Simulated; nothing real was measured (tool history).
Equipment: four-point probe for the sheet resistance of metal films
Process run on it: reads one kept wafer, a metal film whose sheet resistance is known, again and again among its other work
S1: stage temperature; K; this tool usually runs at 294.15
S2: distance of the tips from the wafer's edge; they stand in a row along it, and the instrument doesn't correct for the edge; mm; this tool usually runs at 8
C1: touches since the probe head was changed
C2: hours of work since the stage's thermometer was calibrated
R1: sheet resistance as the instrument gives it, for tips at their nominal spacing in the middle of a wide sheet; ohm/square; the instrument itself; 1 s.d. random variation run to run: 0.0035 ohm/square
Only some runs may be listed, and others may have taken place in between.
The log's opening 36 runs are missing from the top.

run,hour,S1,S2,C1,C2,R1
37,883.8,298.15,5,82854,1372,17.285722
38,905.4,298.15,5,83649,1385,17.284629
39,933,298.15,5,84660,1402,17.284422
40,964.9,304.15,28,85832,1422,17.302826
41,993.9,297.15,17,86898,1439,17.182853
# hour 1023.9: new probe head fitted
# hour 1024.4: stage's thermometer calibrated
42,1030.6,297.15,17,228,4,17.337526
43,1056.7,294.15,41,1186,20,17.274234
44,1086.7,293.15,3,2287,38,17.508467

Alternative continuations, all from the tool just after run 44; predict every row:
A,1118.4,302.15,4,3452,57,?
B,1118.4,298.15,5,3452,57,?
C,1118.4,301.15,7,3452,57,?
D,1118.4,302.15,7,3452,57,?

run,R1
A,17.555634
B,17.435999
C,17.444011
D,17.459311
The same runs, with their run-to-run variation unchanged, on a tool lacking any hidden condition would have given:
run,R1
A,17.529268
B,17.409784
C,17.417796
D,17.433079
